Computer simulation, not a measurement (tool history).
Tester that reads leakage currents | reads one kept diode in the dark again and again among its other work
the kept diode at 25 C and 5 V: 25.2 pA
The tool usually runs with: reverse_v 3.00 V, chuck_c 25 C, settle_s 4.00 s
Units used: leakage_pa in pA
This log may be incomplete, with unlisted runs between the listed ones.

run,hour,reverse_v,chuck_c,settle_s,leakage_pa
1,0.0,3.00,25,4.00,20.61
2,164.6,3.00,25,4.00,20.33
# hour 389.0: chuck's temperature calibrated
3,413.2,3.00,25,4.00,21.40
4,620.9,3.00,25,4.00,21.15
# hour 698.3: tester calibrated
5,767.8,1.12,25,4.00,13.91
6,1034.3,3.00,43,4.00,83.92
7,1283.4,3.00,43,4.00,82.46
# hour 1310.7: chuck's temperature calibrated
8,1542.3,3.00,43,4.00,85.60
9,1730.6,3.00,43,2.56,85.03
10,1977.7,3.00,43,2.56,83.57
11,2155.9,3.00,25,5.51,20.16
# hour 2221.3: chuck's temperature calibrated
12,2378.4,3.00,25,5.51,21.09
13,2609.6,3.00,25,5.51,20.74
14,2755.6,3.00,25,5.51,20.57
15,3049.4,3.00,25,5.51,20.23
# hour 3144.1: chuck's temperature calibrated
16,3259.4,3.00,25,5.51,21.18
17,3458.2,3.00,25,4.00,20.94
18,3727.8,3.00,25,4.00,20.59
19,3935.2,3.00,25,4.00,20.39
# hour 4030.5: probe card cleaned and baked
# hour 4059.2: chuck's temperature calibrated
20,4167.3,3.00,25,4.00,20.81
21,4400.8,3.00,25,1.60,20.86
22,4686.7,8.21,25,4.41,30.55
23,4831.1,8.40,24,4.41,28.30
# hour 4973.5: chuck's temperature calibrated
24,4973.5,18.54,24,7.10,41.50
# hour 5093.6: tester calibrated
25,5162.2,1.38,57,0.75,169.97
26,5307.0,1.38,50,0.64,103.38
27,5545.7,1.38,50,0.64,101.94
28,5671.3,1.38,50,0.64,101.28
29,5878.0,3.00,25,0.96,20.73
# hour 5901.8: chuck's temperature calibrated
30,6003.8,1.76,25,3.59,16.69
31,6247.1,5.65,27,1.87,32.27
32,6451.8,17.54,22,4.00,34.82
33,6675.2,17.54,22,4.00,34.56
# hour 6831.6: chuck's temperature calibrated
34,6884.9,17.54,40,4.00,141.06
35,7086.8,2.49,37,2.29,49.93
36,7301.8,7.78,27,2.37,36.69
37,7485.4,14.09,25,4.00,40.15
38,7632.4,14.09,25,4.00,39.68
# hour 7748.3: chuck's temperature calibrated
39,7835.1,5.14,28,2.90,34.43

Alternative continuations, all from the tool just after run 39; predict every row:
A,8016.3,1.48,36,4.00,?
B,8016.3,2.34,25,0.36,?
C,8016.3,1.54,25,9.89,?
D,8016.3,3.00,54,7.16,?

run,leakage_pa
A,37.90
B,21.31
C,15.97
D,189.21
With no hidden state in the tool, these same runs would have given:
run,leakage_pa
A,38.06
B,21.10
C,15.88
D,190.51

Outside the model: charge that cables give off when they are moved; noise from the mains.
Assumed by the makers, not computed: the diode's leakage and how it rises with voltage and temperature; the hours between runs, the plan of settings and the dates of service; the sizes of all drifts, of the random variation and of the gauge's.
